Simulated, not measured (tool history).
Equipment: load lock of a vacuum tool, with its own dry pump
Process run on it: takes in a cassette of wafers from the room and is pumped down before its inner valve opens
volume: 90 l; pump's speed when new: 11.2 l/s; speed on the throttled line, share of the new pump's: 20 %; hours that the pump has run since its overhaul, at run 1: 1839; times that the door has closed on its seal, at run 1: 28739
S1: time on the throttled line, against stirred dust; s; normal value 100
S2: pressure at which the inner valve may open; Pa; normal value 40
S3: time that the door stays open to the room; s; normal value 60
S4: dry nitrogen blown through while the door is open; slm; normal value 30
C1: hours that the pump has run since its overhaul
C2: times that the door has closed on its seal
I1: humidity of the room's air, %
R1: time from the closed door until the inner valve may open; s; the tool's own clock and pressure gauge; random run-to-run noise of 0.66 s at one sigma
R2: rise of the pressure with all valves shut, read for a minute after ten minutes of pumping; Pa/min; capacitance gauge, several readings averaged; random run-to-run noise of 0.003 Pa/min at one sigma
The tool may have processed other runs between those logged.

| run | hour | S1 | S2 | S3 | S4 | C1 | C2 | I1 | R1 | R2 |
|---|---|---|---|---|---|---|---|---|---|---|
| 1 | 0 | 100 | 40 | 60 | 30 | 1839 | 28739 | 42.9 | 144.8 | 0.106 |
| 2 | 319.5 | 100 | 40 | 165 | 30 | 2158 | 30166 | 43.1 | 144.3 | 0.131 |
| 3 | 695.6 | 100 | 40 | 60 | 30 | 2534 | 31845 | 47.8 | 145.6 | 0.119 |
| 4 | 985.5 | 100 | 40 | 60 | 9 | 2824 | 33140 | 44.8 | 145.5 | 0.132 |
| 5 | 1381.9 | 100 | 40 | 60 | 9 | 3221 | 34910 | 41.7 | 146.5 | 0.139 |
| 6 | 1794.2 | 100 | 40 | 60 | 9 | 3633 | 36752 | 44.8 | 147.3 | 0.156 |
| 7 | 2084.9 | 100 | 40 | 60 | 9 | 3924 | 38050 | 43.1 | 146.8 | 0.164 |
| 8 | 2365.3 | 100 | 53 | 60 | 30 | 4204 | 39302 | 43.2 | 144.3 | 0.161 |
| 9 | 2821.9 | 100 | 40 | 60 | 30 | 4661 | 41341 | 42.4 | 148.2 | 0.17 |
| 10 | 3231 | 100 | 40 | 60 | 30 | 5070 | 43168 | 49.3 | 149 | 0.18 |
| 11 | 3547.9 | 100 | 40 | 60 | 30 | 5387 | 44583 | 45.2 | 150.4 | 0.195 |
| 12 | 3873.9 | 100 | 40 | 60 | 30 | 5713 | 46039 | 47.4 | 150 | 0.201 |
| 13 | 4347.1 | 159 | 40 | 60 | 24 | 6186 | 48152 | 44.4 | 196.1 | 0.216 |
| 14 | 4682.4 | 159 | 40 | 60 | 24 | 6521 | 49650 | 44.9 | 195.2 | 0.224 |
| 15 | 5159.3 | 51 | 60 | 60 | 30 | 6998 | 51780 | 45.7 | 109.1 | 0.243 |
| 16 | 5455.2 | 77 | 53 | 60 | 31 | 7294 | 53101 | 44.3 | 131.5 | 0.241 |
|  | 5485.4 | door's seal changed, seat wiped |
| 17 | 5935.3 | 77 | 64 | 60 | 31 | 7773 | 2010 | 43.7 | 129.4 | 0.022 |
| 18 | 6389.5 | 75 | 59 | 98 | 14 | 8227 | 4038 | 43 | 130 | 0.037 |
| 19 | 6666.5 | 168 | 40 | 223 | 30 | 8504 | 5275 | 42.4 | 205.1 | 0.043 |

Below are 4 alternative next runs, each starting from the tool's condition after run 19. Predict each:
| A | 6991.9 | 168 | 41 | 39 | 30 | 8829 | 6728 | 42.4 | ? | ? |
| B | 6991.9 | 90 | 74 | 47 | 30 | 8829 | 6728 | 45 | ? | ? |
| C | 6991.9 | 168 | 50 | 41 | 4 | 8829 | 6728 | 48.3 | ? | ? |
| D | 6991.9 | 71 | 40 | 223 | 31 | 8829 | 6728 | 45.1 | ? | ? |

| run | R1 | R2 |
|---|---|---|
| A | 204.1 | 0.023 |
| B | 140.9 | 0.029 |
| C | 201.1 | 0.037 |
| D | 130.9 | 0.049 |
Take away the tool's hidden state, keep each run's random variation, and the runs would have read:
| run | R1 | R2 |
|---|---|---|
| A | 197.1 | 0.011 |
| B | 131.4 | 0.017 |
| C | 194.5 | 0.026 |
| D | 119.5 | 0.038 |

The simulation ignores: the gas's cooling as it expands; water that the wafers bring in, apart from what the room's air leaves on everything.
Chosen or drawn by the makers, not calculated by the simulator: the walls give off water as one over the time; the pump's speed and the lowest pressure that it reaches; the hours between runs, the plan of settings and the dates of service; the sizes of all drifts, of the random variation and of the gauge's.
